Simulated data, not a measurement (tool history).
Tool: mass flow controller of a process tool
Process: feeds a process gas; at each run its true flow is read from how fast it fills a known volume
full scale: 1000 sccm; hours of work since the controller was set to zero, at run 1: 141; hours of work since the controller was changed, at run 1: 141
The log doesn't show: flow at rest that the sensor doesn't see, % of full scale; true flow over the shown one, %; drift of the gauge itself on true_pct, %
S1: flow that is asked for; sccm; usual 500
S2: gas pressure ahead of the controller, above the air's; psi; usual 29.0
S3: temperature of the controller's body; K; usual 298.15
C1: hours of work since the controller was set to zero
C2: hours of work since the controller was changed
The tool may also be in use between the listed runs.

{"run": 1, "hour": 0.0, "S1": 500, "S2": 29.0, "S3": 298.15, "C1": 141, "C2": 141, "true flow (%)": 99.5}
{"run": 2, "hour": 70.7, "S1": 500, "S2": 29.0, "S3": 298.15, "C1": 177, "C2": 177, "true flow (%)": 99.46}
{"run": 3, "hour": 162.9, "S1": 500, "S2": 33.8, "S3": 298.15, "C1": 223, "C2": 223, "true flow (%)": 99.66}
{"run": 4, "hour": 273.0, "S1": 500, "S2": 29.0, "S3": 298.15, "C1": 278, "C2": 278, "true flow (%)": 99.98}
{"run": 5, "hour": 321.0, "S1": 500, "S2": 29.0, "S3": 298.15, "C1": 302, "C2": 302, "true flow (%)": 99.99}
{"run": 6, "hour": 370.0, "S1": 500, "S2": 21.3, "S3": 298.15, "C1": 327, "C2": 327, "true flow (%)": 99.9}
{"run": 7, "hour": 418.2, "S1": 500, "S2": 21.3, "S3": 298.15, "C1": 351, "C2": 351, "true flow (%)": 99.86}
{"run": 8, "hour": 502.3, "S1": 500, "S2": 29.0, "S3": 298.15, "C1": 393, "C2": 393, "true flow (%)": 100.18}
{"run": 9, "hour": 589.7, "S1": 500, "S2": 29.0, "S3": 298.15, "C1": 437, "C2": 437, "true flow (%)": 100.29}
{"run": 10, "hour": 670.6, "S1": 500, "S2": 24.4, "S3": 299.15, "C1": 477, "C2": 477, "true flow (%)": 100.51}
{"run": 11, "hour": 727.1, "S1": 500, "S2": 27.3, "S3": 310.15, "C1": 506, "C2": 506, "true flow (%)": 99.51}
{"run": 12, "hour": 790.8, "S1": 500, "S2": 21.3, "S3": 298.15, "C1": 538, "C2": 538, "true flow (%)": 100.44}
{"run": 13, "hour": 899.3, "S1": 141, "S2": 21.3, "S3": 298.15, "C1": 592, "C2": 592, "true flow (%)": 100.29}
{"run": 14, "hour": 975.8, "S1": 130, "S2": 28.9, "S3": 295.15, "C1": 631, "C2": 631, "true flow (%)": 100.7}
{"run": 15, "hour": 1061.3, "S1": 130, "S2": 28.9, "S3": 303.15, "C1": 673, "C2": 673, "true flow (%)": 100.23}
{"run": 16, "hour": 1144.2, "S1": 649, "S2": 37.6, "S3": 303.15, "C1": 715, "C2": 715, "true flow (%)": 101.03}
{"run": 17, "hour": 1221.5, "S1": 649, "S2": 37.6, "S3": 303.15, "C1": 754, "C2": 754, "true flow (%)": 101.34}
{"run": 18, "hour": 1333.3, "S1": 649, "S2": 37.6, "S3": 303.15, "C1": 810, "C2": 810, "true flow (%)": 101.49}

Forecast each of these 5 alternatives for the next run:
{"run": "A", "hour": 1425.9, "S1": 500, "S2": 26.1, "S3": 298.15, "C1": 856, "C2": 856, "true flow (%)": "?"}
{"run": "B", "hour": 1425.9, "S1": 140, "S2": 31.6, "S3": 303.15, "C1": 856, "C2": 856, "true flow (%)": "?"}
{"run": "C", "hour": 1425.9, "S1": 178, "S2": 23.5, "S3": 299.15, "C1": 856, "C2": 856, "true flow (%)": "?"}
{"run": "D", "hour": 1425.9, "S1": 218, "S2": 37.0, "S3": 301.15, "C1": 856, "C2": 856, "true flow (%)": "?"}
{"run": "E", "hour": 1425.9, "S1": 419, "S2": 36.7, "S3": 308.15, "C1": 856, "C2": 856, "true flow (%)": "?"}

run=A true_flow_(%)=101.77
run=B true_flow_(%)=101.00
run=C true_flow_(%)=101.05
run=D true_flow_(%)=101.25
run=E true_flow_(%)=101.05
Without the tool's hidden state the same runs would have given:
run=A true_flow_(%)=99.44
run=B true_flow_(%)=98.69
run=C true_flow_(%)=98.74
run=D true_flow_(%)=98.93
run=E true_flow_(%)=98.74

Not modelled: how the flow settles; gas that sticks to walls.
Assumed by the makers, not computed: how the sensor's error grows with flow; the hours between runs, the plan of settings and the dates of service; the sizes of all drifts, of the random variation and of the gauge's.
